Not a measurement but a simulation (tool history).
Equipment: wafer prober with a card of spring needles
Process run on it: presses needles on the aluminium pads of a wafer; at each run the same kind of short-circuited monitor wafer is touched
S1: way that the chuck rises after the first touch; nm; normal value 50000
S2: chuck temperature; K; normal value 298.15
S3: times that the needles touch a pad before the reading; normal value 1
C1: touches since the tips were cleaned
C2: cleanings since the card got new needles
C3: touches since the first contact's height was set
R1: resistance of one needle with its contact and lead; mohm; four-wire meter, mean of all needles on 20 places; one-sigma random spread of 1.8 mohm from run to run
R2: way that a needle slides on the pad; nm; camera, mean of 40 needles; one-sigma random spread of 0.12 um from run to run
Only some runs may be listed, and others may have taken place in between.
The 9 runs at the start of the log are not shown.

run,day,S1,S2,S3,C1,C2,C3,R1,R2
# day 3.033: tips cleaned on abrasive film
# day 3.250: tips cleaned on abrasive film
10,3.338,50000,298.15,1,893,108,30000,239,9620
# day 3.467: tips cleaned on abrasive film
11,3.638,45000,298.15,1,1717,109,33022,271,8710
# day 3.688: tips cleaned on abrasive film
12,3.883,50000,298.15,1,1980,110,35468,275,9950
# day 3.908: tips cleaned on abrasive film
# day 4.112: tips cleaned on abrasive film
13,4.225,50000,298.15,1,1153,112,38873,248,9510
# day 4.346: tips cleaned on abrasive film
14,4.488,50000,298.15,1,1420,113,41485,263,9640
# day 4.554: tips cleaned on abrasive film
# day 4.779: tips cleaned on abrasive film
15,4.883,31000,298.15,1,1036,115,45428,350,5710
# day 5.000: tips cleaned on abrasive film
# day 5.204: tips cleaned on abrasive film
16,5.262,31000,298.15,1,596,117,49219,290,5600
# day 5.433: tips cleaned on abrasive film
# day 5.638: tips cleaned on abrasive film
17,5.767,63000,307.15,1,1321,119,54256,240,12240
# day 5.842: tips cleaned on abrasive film
# day 6.046: tips cleaned on abrasive film
18,6.058,54000,384.15,1,94,121,57115,217,10240
# day 6.262: tips cleaned on abrasive film
19,6.296,54000,384.15,1,302,122,59481,228,10200
# day 6.475: tips cleaned on abrasive film
# day 6.683: tips cleaned on abrasive film
20,6.838,31000,384.15,1,1596,124,64942,386,5420
# day 6.883: tips cleaned on abrasive film
# day 7.121: tips cleaned on abrasive film
21,7.183,31000,384.15,1,630,126,68358,317,5640
# day 7.338: tips cleaned on abrasive film
# day 7.546: tips cleaned on abrasive film
22,7.679,66000,357.15,1,1392,128,73332,243,12540
# day 7.758: tips cleaned on abrasive film
# day 7.988: tips cleaned on abrasive film
# day 8.196: tips cleaned on abrasive film
23,8.196,66000,357.15,1,0,131,78432,208,12470
# day 8.404: tips cleaned on abrasive film
24,8.500,62000,357.15,1,948,132,81475,240,11600
# day 8.642: tips cleaned on abrasive film
25,8.767,67000,298.15,1,1242,133,84142,232,12760
# day 8.846: tips cleaned on abrasive film
# day 9.079: tips cleaned on abrasive film
# day 9.279: tips cleaned on abrasive film
26,9.283,67000,298.15,1,54,136,89285,196,12690
# day 9.479: tips cleaned on abrasive film
# day 9.708: tips cleaned on abrasive film
27,9.792,52000,298.15,1,835,138,94371,247,9650
# day 9.925: tips cleaned on abrasive film
# day 10.150: tips cleaned on abrasive film
28,10.267,52000,298.15,1,1200,140,99125,266,9440
# day 10.358: tips cleaned on abrasive film
# day 10.583: tips cleaned on abrasive film
29,10.662,52000,315.15,1,782,142,103041,248,9340
# day 10.817: tips cleaned on abrasive film
30,10.921,50000,304.15,2,1097,143,105656,239,9110
# day 11.033: tips cleaned on abrasive film
# day 11.250: tips cleaned on abrasive film
31,11.346,50000,304.15,2,1011,145,109894,233,8810

Each row is a separate what-if for the run after 31, all from the same tool condition, not one after another. Results?
# day 11.454: height of the first contact set anew
# day 11.488: tips cleaned on abrasive film
A,11.604,50000,298.15,2,1148,146,1448,?,?
# day 11.454: height of the first contact set anew
# day 11.488: tips cleaned on abrasive film
B,11.604,50000,304.15,2,1148,146,1448,?,?
# day 11.454: height of the first contact set anew
# day 11.488: tips cleaned on abrasive film
C,11.604,36000,310.15,2,1148,146,1448,?,?
# day 11.454: height of the first contact set anew
# day 11.488: tips cleaned on abrasive film
D,11.604,67000,304.15,2,1148,146,1448,?,?

run,R1,R2
A,229,10160
B,228,10010
C,268,7200
D,214,13350
What these runs would have given with no unlogged condition in the tool:
run,R1,R2
A,189,10170
B,188,10020
C,196,7210
D,189,13370
